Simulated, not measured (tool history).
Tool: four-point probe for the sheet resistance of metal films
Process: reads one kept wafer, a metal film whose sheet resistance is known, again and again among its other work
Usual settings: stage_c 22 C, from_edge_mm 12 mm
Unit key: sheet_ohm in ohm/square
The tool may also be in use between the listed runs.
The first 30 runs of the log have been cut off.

run    hour  stage_c  from_edge_mm  touches since the probe head was changed  hours of work since the stage's thermometer was calibrated  sheet_ohm
 31  2655.8       19            16                                    105327                                                        1628   7.707218
 32  2729.2       29            16                                    109219                                                        1673   7.688427
 33  2788.7       29            16                                    112375                                                        1709   7.693452
 34  2896.1       25            11                                    118074                                                        1775   7.732401
 35  2946.8       19            65                                    120764                                                        1806   7.689881
 36  3013.2       24            57                                    124282                                                        1847   7.680857
 37  3127.7       22            32                                    130358                                                        1917   7.693383
 38  3208.8       22            32                                    134658                                                        1967   7.693352
 39  3322.8       31            15                                    140709                                                        2037   7.702955
 40  3398.5       31            15                                    144722                                                        2083   7.704498
 41  3501.7       21            58                                    150197                                                        2146   7.697002
 42  3602.9       30            47                                    155563                                                        2208   7.684293
 43  3691.1       32            57                                    160244                                                        2262   7.678939
     3698.4  -- new probe head fitted
 44  3768.5       32            57                                      3716                                                        2309   7.629825
 45  3859.6       33             7                                      8549                                                        2365   7.759054

Alternative continuations, all from the tool just after run 45; predict every row:
  A  3923.1       32             7                                     11916                                                        2404          ?
  B  3923.1       28            10                                     11916                                                        2404          ?
  C  3923.1       22            55                                     11916                                                        2404          ?
  D  3923.1       29            59                                     11916                                                        2404          ?

run  sheet_ohm
  A    7.76362
  B   7.706345
  C   7.649909
  D   7.636341
What these runs would have given with no unlogged condition in the tool:
run  sheet_ohm
  A   7.748558
  B   7.691271
  C    7.63476
  D   7.621431
